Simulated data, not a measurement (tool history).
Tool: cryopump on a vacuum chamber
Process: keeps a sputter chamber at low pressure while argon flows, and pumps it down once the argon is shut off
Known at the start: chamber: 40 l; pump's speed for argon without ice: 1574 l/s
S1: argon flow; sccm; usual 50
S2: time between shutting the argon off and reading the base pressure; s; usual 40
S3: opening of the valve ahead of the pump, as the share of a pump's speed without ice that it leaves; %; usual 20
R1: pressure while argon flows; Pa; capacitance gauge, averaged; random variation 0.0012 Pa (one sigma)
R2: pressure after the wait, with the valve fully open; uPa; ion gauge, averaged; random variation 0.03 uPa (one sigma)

{"run": 1, "hour": 0.0, "S1": 50, "S2": 40, "S3": 20, "R1": 0.2826, "R2": 2.68}
{"run": 2, "hour": 25.3, "S1": 21, "S2": 40, "S3": 20, "R1": 0.1201, "R2": 2.71}
{"hour": 56.0, "done": "pump warmed up, emptied and cooled again"}
{"run": 3, "hour": 88.5, "S1": 44, "S2": 40, "S3": 20, "R1": 0.2391, "R2": 2.49}
{"run": 4, "hour": 141.1, "S1": 50, "S2": 22, "S3": 20, "R1": 0.269, "R2": 3.66}
{"run": 5, "hour": 168.8, "S1": 50, "S2": 40, "S3": 19, "R1": 0.2871, "R2": 2.7}
{"run": 6, "hour": 216.5, "S1": 33, "S2": 40, "S3": 20, "R1": 0.1812, "R2": 2.7}
{"run": 7, "hour": 254.8, "S1": 33, "S2": 40, "S3": 20, "R1": 0.1817, "R2": 2.78}
{"run": 8, "hour": 287.1, "S1": 33, "S2": 40, "S3": 20, "R1": 0.1818, "R2": 2.89}
{"run": 9, "hour": 317.1, "S1": 33, "S2": 40, "S3": 20, "R1": 0.1852, "R2": 2.92}
{"run": 10, "hour": 350.5, "S1": 33, "S2": 40, "S3": 20, "R1": 0.1869, "R2": 3.07}
{"run": 11, "hour": 377.6, "S1": 50, "S2": 40, "S3": 33, "R1": 0.1771, "R2": 3.08}
{"run": 12, "hour": 419.6, "S1": 50, "S2": 40, "S3": 33, "R1": 0.1786, "R2": 3.19}
{"run": 13, "hour": 445.6, "S1": 50, "S2": 40, "S3": 33, "R1": 0.1803, "R2": 3.34}
{"run": 14, "hour": 492.2, "S1": 50, "S2": 40, "S3": 33, "R1": 0.1819, "R2": 3.37}
{"hour": 504.3, "done": "pump warmed up, emptied and cooled again"}
{"run": 15, "hour": 533.3, "S1": 50, "S2": 40, "S3": 33, "R1": 0.1634, "R2": 2.95}
{"run": 16, "hour": 575.5, "S1": 50, "S2": 40, "S3": 33, "R1": 0.1663, "R2": 3.08}
{"run": 17, "hour": 605.1, "S1": 50, "S2": 223, "S3": 20, "R1": 0.2728, "R2": 2.01}
{"run": 18, "hour": 656.6, "S1": 50, "S2": 295, "S3": 20, "R1": 0.276, "R2": 2.11}
{"run": 19, "hour": 708.9, "S1": 20, "S2": 287, "S3": 38, "R1": 0.0598, "R2": 2.25}
{"run": 20, "hour": 738.9, "S1": 45, "S2": 78, "S3": 38, "R1": 0.136, "R2": 2.75}
{"run": 21, "hour": 786.2, "S1": 92, "S2": 38, "S3": 28, "R1": 0.3769, "R2": 3.66}
{"run": 22, "hour": 826.0, "S1": 24, "S2": 32, "S3": 45, "R1": 0.0634, "R2": 3.94}

Forecast run 23:
{"run": 23, "hour": 852.4, "S1": 24, "S2": 32, "S3": 45, "R1": "?", "R2": "?"}

R1: 0.0655 Pa
R2: 4.05 uPa
Without the tool's hidden state the same run would have given R1 0.0582 Pa, R2 1.83 uPa.

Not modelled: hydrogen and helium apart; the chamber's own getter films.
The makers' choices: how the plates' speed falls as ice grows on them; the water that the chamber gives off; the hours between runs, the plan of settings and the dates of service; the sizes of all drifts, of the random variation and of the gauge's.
